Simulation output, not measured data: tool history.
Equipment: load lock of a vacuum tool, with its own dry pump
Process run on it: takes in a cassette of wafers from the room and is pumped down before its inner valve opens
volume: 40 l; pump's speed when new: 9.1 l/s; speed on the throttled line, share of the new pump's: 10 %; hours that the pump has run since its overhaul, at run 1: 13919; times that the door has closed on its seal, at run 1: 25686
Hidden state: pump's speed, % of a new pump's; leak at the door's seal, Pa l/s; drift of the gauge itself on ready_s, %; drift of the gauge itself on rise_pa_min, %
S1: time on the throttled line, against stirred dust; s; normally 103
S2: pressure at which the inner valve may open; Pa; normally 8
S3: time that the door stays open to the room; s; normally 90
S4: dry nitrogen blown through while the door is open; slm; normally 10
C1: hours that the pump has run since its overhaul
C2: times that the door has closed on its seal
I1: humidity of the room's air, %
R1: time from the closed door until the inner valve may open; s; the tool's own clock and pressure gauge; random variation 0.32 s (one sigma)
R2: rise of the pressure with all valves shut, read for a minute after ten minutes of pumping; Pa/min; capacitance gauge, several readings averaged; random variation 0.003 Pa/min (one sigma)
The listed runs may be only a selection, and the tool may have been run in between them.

{"run": 1, "hour": 0.0, "S1": 103, "S2": 8, "S3": 90, "S4": 10, "C1": 13919, "C2": 25686, "I1": 43.7, "R1": 138.7, "R2": 0.314}
{"run": 2, "hour": 339.0, "S1": 118, "S2": 8, "S3": 90, "S4": 10, "C1": 14258, "C2": 26847, "I1": 45.2, "R1": 152.6, "R2": 0.332}
{"run": 3, "hour": 631.0, "S1": 119, "S2": 8, "S3": 90, "S4": 10, "C1": 14550, "C2": 27846, "I1": 42.6, "R1": 152.9, "R2": 0.348}
{"run": 4, "hour": 1060.9, "S1": 119, "S2": 8, "S3": 43, "S4": 10, "C1": 14980, "C2": 29318, "I1": 47.1, "R1": 153.4, "R2": 0.363}
{"hour": 1507.3, "done": "door's seal changed, seat wiped"}
{"run": 5, "hour": 1522.7, "S1": 103, "S2": 15, "S3": 90, "S4": 10, "C1": 15440, "C2": 52, "I1": 44.0, "R1": 135.7, "R2": 0.046}
{"run": 6, "hour": 1974.7, "S1": 103, "S2": 15, "S3": 90, "S4": 10, "C1": 15892, "C2": 1600, "I1": 44.9, "R1": 136.6, "R2": 0.054}
{"hour": 2222.9, "done": "dry pump taken out, an overhauled one fitted"}
{"run": 7, "hour": 2413.6, "S1": 103, "S2": 15, "S3": 90, "S4": 10, "C1": 191, "C2": 3082, "I1": 45.2, "R1": 131.8, "R2": 0.055}
{"run": 8, "hour": 2719.1, "S1": 103, "S2": 8, "S3": 183, "S4": 10, "C1": 496, "C2": 4127, "I1": 42.5, "R1": 134.9, "R2": 0.074}
{"run": 9, "hour": 2963.6, "S1": 103, "S2": 8, "S3": 183, "S4": 10, "C1": 741, "C2": 4964, "I1": 47.8, "R1": 135.0, "R2": 0.085}
{"run": 10, "hour": 3253.7, "S1": 103, "S2": 8, "S3": 90, "S4": 10, "C1": 1031, "C2": 5958, "I1": 42.1, "R1": 134.9, "R2": 0.068}
{"run": 11, "hour": 3667.5, "S1": 103, "S2": 8, "S3": 90, "S4": 10, "C1": 1445, "C2": 7374, "I1": 44.5, "R1": 134.9, "R2": 0.086}
{"run": 12, "hour": 4129.1, "S1": 103, "S2": 8, "S3": 90, "S4": 10, "C1": 1906, "C2": 8954, "I1": 42.9, "R1": 135.6, "R2": 0.095}
{"run": 13, "hour": 4522.0, "S1": 103, "S2": 15, "S3": 90, "S4": 10, "C1": 2299, "C2": 10299, "I1": 47.2, "R1": 131.6, "R2": 0.104}
{"run": 14, "hour": 4992.3, "S1": 103, "S2": 15, "S3": 90, "S4": 10, "C1": 2769, "C2": 11909, "I1": 41.5, "R1": 132.7, "R2": 0.114}
{"run": 15, "hour": 5355.3, "S1": 115, "S2": 15, "S3": 90, "S4": 10, "C1": 3132, "C2": 13152, "I1": 44.3, "R1": 143.6, "R2": 0.128}
{"run": 16, "hour": 5804.2, "S1": 107, "S2": 9, "S3": 68, "S4": 23, "C1": 3581, "C2": 14688, "I1": 43.9, "R1": 139.2, "R2": 0.134}
{"run": 17, "hour": 6125.1, "S1": 103, "S2": 7, "S3": 192, "S4": 39, "C1": 3902, "C2": 15787, "I1": 47.2, "R1": 136.5, "R2": 0.149}
{"run": 18, "hour": 6573.6, "S1": 103, "S2": 7, "S3": 192, "S4": 39, "C1": 4351, "C2": 17322, "I1": 46.8, "R1": 136.9, "R2": 0.166}
{"run": 19, "hour": 6908.2, "S1": 140, "S2": 15, "S3": 129, "S4": 36, "C1": 4685, "C2": 18468, "I1": 46.4, "R1": 165.9, "R2": 0.176}
{"run": 20, "hour": 7150.5, "S1": 140, "S2": 15, "S3": 129, "S4": 36, "C1": 4928, "C2": 19297, "I1": 44.9, "R1": 166.7, "R2": 0.185}
{"run": 21, "hour": 7407.6, "S1": 146, "S2": 9, "S3": 42, "S4": 32, "C1": 5185, "C2": 20177, "I1": 40.8, "R1": 174.8, "R2": 0.188}
{"run": 22, "hour": 7809.5, "S1": 146, "S2": 9, "S3": 42, "S4": 32, "C1": 5587, "C2": 21553, "I1": 45.8, "R1": 174.7, "R2": 0.212}
{"run": 23, "hour": 8213.6, "S1": 103, "S2": 7, "S3": 57, "S4": 10, "C1": 5991, "C2": 22936, "I1": 42.1, "R1": 136.9, "R2": 0.246}
{"run": 24, "hour": 8659.2, "S1": 155, "S2": 7, "S3": 234, "S4": 36, "C1": 6436, "C2": 24462, "I1": 44.7, "R1": 184.2, "R2": 0.278}
{"run": 25, "hour": 8899.4, "S1": 90, "S2": 13, "S3": 90, "S4": 10, "C1": 6676, "C2": 25284, "I1": 46.1, "R1": 122.4, "R2": 0.292}
{"run": 26, "hour": 9344.9, "S1": 95, "S2": 8, "S3": 45, "S4": 10, "C1": 7122, "C2": 26809, "I1": 48.9, "R1": 129.0, "R2": 0.308}

Predict each of these 3 candidate next runs independently; none follows another, all start after run 26:
{"run": "A", "hour": 9738.6, "S1": 68, "S2": 8, "S3": 158, "S4": 8, "C1": 7516, "C2": 28157, "I1": 45.5, "R1": "?", "R2": "?"}
{"run": "B", "hour": 9738.6, "S1": 103, "S2": 9, "S3": 49, "S4": 10, "C1": 7516, "C2": 28157, "I1": 48.6, "R1": "?", "R2": "?"}
{"run": "C", "hour": 9738.6, "S1": 136, "S2": 12, "S3": 151, "S4": 10, "C1": 7516, "C2": 28157, "I1": 44.9, "R1": "?", "R2": "?"}

run=A R1=105.4 R2=0.349
run=B R1=136.3 R2=0.322
run=C R1=164.1 R2=0.338
Stripped of hidden state, with their random variation kept, the same runs would have yielded:
run=A R1=103.1 R2=0.057
run=B R1=134.4 R2=0.037
run=C R1=162.4 R2=0.055

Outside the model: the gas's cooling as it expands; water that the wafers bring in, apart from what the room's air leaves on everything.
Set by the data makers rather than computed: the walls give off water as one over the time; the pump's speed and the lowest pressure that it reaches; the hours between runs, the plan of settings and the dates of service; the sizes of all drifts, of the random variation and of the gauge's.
